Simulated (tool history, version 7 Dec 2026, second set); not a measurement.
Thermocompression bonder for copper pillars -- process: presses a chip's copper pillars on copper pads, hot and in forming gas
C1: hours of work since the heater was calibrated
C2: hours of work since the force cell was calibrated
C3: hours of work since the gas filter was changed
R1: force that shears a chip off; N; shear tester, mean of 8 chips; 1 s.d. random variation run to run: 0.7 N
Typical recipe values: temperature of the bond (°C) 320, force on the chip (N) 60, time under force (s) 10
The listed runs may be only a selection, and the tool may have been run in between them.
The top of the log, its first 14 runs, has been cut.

{"run": 15, "hour": 673.3, "temperature of the bond (°C)": 320, "force on the chip (N)": 60, "time under force (s)": 5, "C1": 1337, "C2": 350, "C3": 142, "R1": 44.2}
{"run": 16, "hour": 740.0, "temperature of the bond (°C)": 320, "force on the chip (N)": 60, "time under force (s)": 5, "C1": 1368, "C2": 381, "C3": 173, "R1": 43.2}
{"run": 17, "hour": 793.1, "temperature of the bond (°C)": 320, "force on the chip (N)": 60, "time under force (s)": 5, "C1": 1393, "C2": 406, "C3": 198, "R1": 43.1}
{"run": 18, "hour": 822.1, "temperature of the bond (°C)": 320, "force on the chip (N)": 60, "time under force (s)": 5, "C1": 1407, "C2": 420, "C3": 211, "R1": 42.1}
{"hour": 829.2, "done": "force cell calibrated"}
{"run": 19, "hour": 859.7, "temperature of the bond (°C)": 320, "force on the chip (N)": 60, "time under force (s)": 5, "C1": 1423, "C2": 14, "C3": 228, "R1": 41.1}
{"run": 20, "hour": 894.4, "temperature of the bond (°C)": 320, "force on the chip (N)": 60, "time under force (s)": 5, "C1": 1440, "C2": 30, "C3": 244, "R1": 40.1}
{"run": 21, "hour": 947.9, "temperature of the bond (°C)": 320, "force on the chip (N)": 84, "time under force (s)": 10, "C1": 1464, "C2": 55, "C3": 269, "R1": 68.4}
{"run": 22, "hour": 975.5, "temperature of the bond (°C)": 348, "force on the chip (N)": 66, "time under force (s)": 9, "C1": 1477, "C2": 68, "C3": 282, "R1": 65.3}
{"run": 23, "hour": 1032.3, "temperature of the bond (°C)": 348, "force on the chip (N)": 66, "time under force (s)": 9, "C1": 1504, "C2": 94, "C3": 308, "R1": 63.7}
{"hour": 1051.3, "done": "force cell calibrated, once more"}
{"run": 24, "hour": 1069.7, "temperature of the bond (°C)": 315, "force on the chip (N)": 50, "time under force (s)": 9, "C1": 1520, "C2": 9, "C3": 325, "R1": 42.9}
{"run": 25, "hour": 1121.9, "temperature of the bond (°C)": 320, "force on the chip (N)": 50, "time under force (s)": 6, "C1": 1545, "C2": 33, "C3": 349, "R1": 37.9}
{"run": 26, "hour": 1149.4, "temperature of the bond (°C)": 321, "force on the chip (N)": 64, "time under force (s)": 9, "C1": 1557, "C2": 46, "C3": 362, "R1": 54.5}
{"run": 27, "hour": 1182.6, "temperature of the bond (°C)": 321, "force on the chip (N)": 64, "time under force (s)": 9, "C1": 1573, "C2": 61, "C3": 377, "R1": 55.8}

Run 28 has not been measured yet. What should we expect?
{"run": 28, "hour": 1219.5, "temperature of the bond (°C)": 321, "force on the chip (N)": 64, "time under force (s)": 9, "C1": 1590, "C2": 78, "C3": 395, "R1": "?"}

{"run 28": {"R1": 53.4}}
Minus the tool's unlogged condition, the same run would have read R1 61.8 N.

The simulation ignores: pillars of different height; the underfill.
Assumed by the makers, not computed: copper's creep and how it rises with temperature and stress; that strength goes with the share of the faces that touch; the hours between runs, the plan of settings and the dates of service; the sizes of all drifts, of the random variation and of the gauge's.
